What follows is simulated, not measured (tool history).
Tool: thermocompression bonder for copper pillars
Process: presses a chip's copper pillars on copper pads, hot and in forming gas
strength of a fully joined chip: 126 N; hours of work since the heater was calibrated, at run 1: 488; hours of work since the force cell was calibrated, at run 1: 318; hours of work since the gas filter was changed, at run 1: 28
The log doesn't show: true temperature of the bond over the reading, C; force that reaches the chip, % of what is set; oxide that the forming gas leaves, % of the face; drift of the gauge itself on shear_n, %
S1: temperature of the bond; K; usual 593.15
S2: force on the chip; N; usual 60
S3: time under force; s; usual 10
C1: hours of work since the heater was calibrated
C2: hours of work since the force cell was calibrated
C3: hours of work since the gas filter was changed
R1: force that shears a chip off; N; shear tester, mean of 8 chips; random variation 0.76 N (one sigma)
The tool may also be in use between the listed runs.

run   hour      S1  S2  S3   C1   C2   C3    R1
  1    0.0  593.15  60  10  488  318   28  52.8
  2   48.7  593.15  60  10  510  340   50  53.1
  3   87.6  593.15  60  10  528  358   68  52.2
  4  119.3  593.15  60  10  543  373   83  52.5
  5  160.3  593.15  60  10  562  392  101  50.6
  6  205.2  593.15  59  10  582  412  122  50.5
  7  248.2  593.15  60  10  602  432  142  50.9
  8  300.9  593.15  89  10  626  456  166  59.6
  9  348.0  593.15  89  10  648  478  188  61.9
 10  378.5  593.15  89  10  662  492  202  59.3
 11  414.6  593.15  89   7  679  509  218  52.9
 12  473.5  593.15  89   7  706  536  245  52.9
 13  506.1  586.15  65   7  721  551  260  40.4

The next listed run, before its measurement:
     513.0  -- heater calibrated with a thermocouple chip
 14  545.4  586.15  65   7  15  568  277   ?

R1: 39.6 N
Without the tool's hidden state the same run would have given R1 47.1 N.
